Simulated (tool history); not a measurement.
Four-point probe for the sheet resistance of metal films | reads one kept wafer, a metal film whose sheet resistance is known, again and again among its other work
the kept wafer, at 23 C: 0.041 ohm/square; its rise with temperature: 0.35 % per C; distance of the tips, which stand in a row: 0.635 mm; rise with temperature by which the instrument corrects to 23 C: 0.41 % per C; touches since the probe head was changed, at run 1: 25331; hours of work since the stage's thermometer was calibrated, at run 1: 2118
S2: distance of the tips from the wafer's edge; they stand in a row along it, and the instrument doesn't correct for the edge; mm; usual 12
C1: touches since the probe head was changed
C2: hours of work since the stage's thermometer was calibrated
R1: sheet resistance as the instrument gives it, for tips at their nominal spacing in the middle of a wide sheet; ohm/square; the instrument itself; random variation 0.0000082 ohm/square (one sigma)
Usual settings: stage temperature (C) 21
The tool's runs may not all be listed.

Run 1, day 0: usual settings; C1 25331; C2 2118. Result: R1 0.040775 ohm/square.
Run 2, day 0.992: usual settings; C1 25712; C2 2128. Result: R1 0.040763 ohm/square.
Run 3, day 2.579: usual settings; C1 26321; C2 2145. Result: R1 0.040762 ohm/square.
At day 3.912: stage's thermometer calibrated.
Run 4, day 3.917: usual settings but S2 20 mm; C1 26827; C2 0. Result: R1 0.040686 ohm/square.
Run 5, day 4.775: usual settings but S2 20 mm; C1 27157; C2 9. Result: R1 0.040675 ohm/square.
Run 6, day 5.6: usual settings; C1 27473; C2 18. Result: R1 0.040715 ohm/square.
Run 7, day 6.6: usual settings; C1 27857; C2 29. Result: R1 0.040721 ohm/square.
Run 8, day 7.404: usual settings; C1 28166; C2 37. Result: R1 0.040716 ohm/square.
At day 9.125: stage's thermometer calibrated, once more.
Run 9, day 9.125: usual settings; C1 28820; C2 0. Result: R1 0.040895 ohm/square.
Run 10, day 10.125: usual settings; C1 29203; C2 11. Result: R1 0.040885 ohm/square.
Run 11, day 11.908: usual settings; C1 29887; C2 30. Result: R1 0.04088 ohm/square.
Run 12, day 12.8: usual settings but S2 7 mm; C1 30231; C2 39. Result: R1 0.040994 ohm/square.
Run 13, day 14.225: usual settings; C1 30778; C2 54. Result: R1 0.040866 ohm/square.
Run 14, day 15.058: usual settings; C1 31097; C2 63. Result: R1 0.04087 ohm/square.
Run 15, day 15.862: usual settings; C1 31406; C2 72. Result: R1 0.040876 ohm/square.
Run 16, day 17.117: usual settings; C1 31888; C2 85. Result: R1 0.04087 ohm/square.
Run 17, day 18.967: usual settings but S2 54 mm; C1 32598; C2 105. Result: R1 0.040791 ohm/square.
Run 18, day 20.75: usual settings but S2 54 mm; C1 33282; C2 124. Result: R1 0.040794 ohm/square.
Run 19, day 21.55: usual settings; C1 33590; C2 132. Result: R1 0.040853 ohm/square.
Run 20, day 23.146: usual settings; C1 34202; C2 149. Result: R1 0.040866 ohm/square.
Run 21, day 24.833: usual settings but S2 34 mm; C1 34851; C2 167. Result: R1 0.040789 ohm/square.
Run 22, day 26.538: usual settings but S2 75 mm; C1 35505; C2 185. Result: R1 0.0408 ohm/square.
Run 23, day 27.812: usual settings but stage temperature (C) 20, S2 75 mm; C1 35995; C2 199. Result: R1 0.040812 ohm/square.
Run 24, day 28.908: usual settings but stage temperature (C) 22, S2 13 mm; C1 36416; C2 210. Result: R1 0.040827 ohm/square.
Run 25, day 30.446: usual settings but stage temperature (C) 22, S2 6 mm; C1 37006; C2 227. Result: R1 0.041018 ohm/square.
Run 26, day 31.462: usual settings but stage temperature (C) 22, S2 7 mm; C1 37396; C2 237. Result: R1 0.04095 ohm/square.
Run 27, day 33.246: usual settings but stage temperature (C) 22, S2 7 mm; C1 38081; C2 256. Result: R1 0.04093 ohm/square.
Run 28, day 34.979: usual settings but stage temperature (C) 31, S2 10 mm; C1 38747; C2 275. Result: R1 0.040655 ohm/square.
Run 29, day 36.388: usual settings but stage temperature (C) 27, S2 8 mm; C1 39287; C2 290. Result: R1 0.040798 ohm/square.
Run 30, day 38.104: usual settings but S2 52 mm; C1 39947; C2 308. Result: R1 0.040784 ohm/square.
Run 31, day 39.421: usual settings but S2 57 mm; C1 40452; C2 322. Result: R1 0.04078 ohm/square.
Run 32, day 40.975: usual settings but stage temperature (C) 23, S2 59 mm; C1 41050; C2 338. Result: R1 0.040735 ohm/square.
Run 33, day 42.521: usual settings but stage temperature (C) 28, S2 5 mm; C1 41643; C2 355. Result: R1 0.040962 ohm/square.
Run 34, day 44.329: usual settings but stage temperature (C) 20, S2 32 mm; C1 42338; C2 374. Result: R1 0.040809 ohm/square.
Run 35, day 45.083: usual settings but stage temperature (C) 20, S2 32 mm; C1 42627; C2 382. Result: R1 0.040795 ohm/square.
Run 36, day 46.079: usual settings but stage temperature (C) 20, S2 48 mm; C1 43010; C2 393. Result: R1 0.040792 ohm/square.
Run 37, day 46.85: usual settings but stage temperature (C) 31, S2 8 mm; C1 43306; C2 401. Result: R1 0.040698 ohm/square.
Run 38, day 47.688: usual settings but S2 27 mm; C1 43627; C2 410. Result: R1 0.040783 ohm/square.
Run 39, day 49.471: usual settings but stage temperature (C) 20, S2 22 mm; C1 44311; C2 429. Result: R1 0.040812 ohm/square.
Run 40, day 51.146: usual settings but stage temperature (C) 20, S2 22 mm; C1 44956; C2 447. Result: R1 0.040812 ohm/square.
Run 41, day 52.85: usual settings but stage temperature (C) 31, S2 6 mm; C1 45609; C2 465. Result: R1 0.04079 ohm/square.
Run 42, day 54.204: usual settings but stage temperature (C) 31, S2 6 mm; C1 46129; C2 479. Result: R1 0.040774 ohm/square.
Run 43, day 55.596: usual settings but stage temperature (C) 33, S2 8 mm; C1 46664; C2 494. Result: R1 0.040635 ohm/square.
Run 44, day 57.446: usual settings but stage temperature (C) 27, S2 8 mm; C1 47374; C2 513. Result: R1 0.040763 ohm/square.
Run 45, day 58.821: usual settings but stage temperature (C) 27, S2 8 mm; C1 47902; C2 528. Result: R1 0.040757 ohm/square.

How the hidden state differs across the entries between the runs, from the last listed run before each to the first after it:
Between runs 3 and 4: stage's thermometer calibrated (day 3.912)
  inner tips' distance over the nominal, %: -0.501 -> -0.503; wafer's true temperature over the reading, C: -0.8 -> -1.12
  measured less the result without the state, R1: -0.000338 -> -0.000386 ohm/square
Between runs 8 and 9: stage's thermometer calibrated, once more (day 9.125)
  inner tips' distance over the nominal, %: -0.509 -> -0.512; wafer's true temperature over the reading, C: -1.14 -> -0.01
  measured less the result without the state, R1: -0.000391 -> -0.00023 ohm/square
